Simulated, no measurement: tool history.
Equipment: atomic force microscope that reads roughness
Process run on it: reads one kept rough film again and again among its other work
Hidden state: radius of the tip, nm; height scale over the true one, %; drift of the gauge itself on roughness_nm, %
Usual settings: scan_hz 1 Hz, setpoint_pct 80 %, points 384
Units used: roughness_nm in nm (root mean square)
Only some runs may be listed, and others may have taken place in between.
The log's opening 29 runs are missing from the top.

run,hour,scan_hz,setpoint_pct,points,pictures with this tip,hours of work since the height scale was calibrated,roughness_nm
# hour 1000.2: new tip fitted
30,1030.6,1.35,86,575,82,2097,1.937
31,1050.1,1.35,86,343,135,2113,1.716
# hour 1093.1: new tip fitted
32,1093.1,1,84,384,0,2146,2.389
33,1113.9,1,67,384,56,2162,2.188
34,1152.4,3.08,70,717,161,2192,1.7
# hour 1157.5: height scale calibrated on a step standard
# hour 1185.7: new tip fitted
35,1191.9,0.84,85,340,17,27,2.274
36,1214.5,0.6,80,281,79,44,2.061
37,1240.9,0.82,88,570,150,65,1.799
38,1261.1,0.82,88,570,205,81,1.645
# hour 1279.4: new tip fitted
# hour 1287.3: height scale calibrated on a step standard, once more
39,1289.4,0.82,88,570,25,2,2.317
40,1328,3.55,81,317,130,32,1.625
41,1349.6,0.65,85,317,188,49,1.736
42,1369,0.6,84,356,241,64,1.626
# hour 1372.6: new tip fitted
43,1410.1,0.6,62,450,102,96,2.075
44,1438.5,0.6,62,450,179,118,1.829
45,1462.3,1.7,60,433,244,137,1.599
# hour 1465: new tip fitted
46,1493.1,0.52,80,529,77,160,2.111
47,1513.3,3.87,80,376,132,176,1.592
48,1540.1,0.91,80,844,204,197,1.668
# hour 1556.7: new tip fitted
49,1579,2.38,80,303,61,227,1.975

Forecast each of these 4 alternatives for the next run:
A,1613.8,2.38,80,343,155,254,?
B,1613.8,1,85,384,155,254,?
C,1613.8,3.62,63,384,155,254,?
D,1613.8,2.38,87,681,155,254,?

run,roughness_nm
A,1.66
B,1.781
C,1.763
D,1.612
The same runs, with their run-to-run variation unchanged, on a tool lacking any hidden condition would have given:
run,roughness_nm
A,2.281
B,2.445
C,2.423
D,2.217
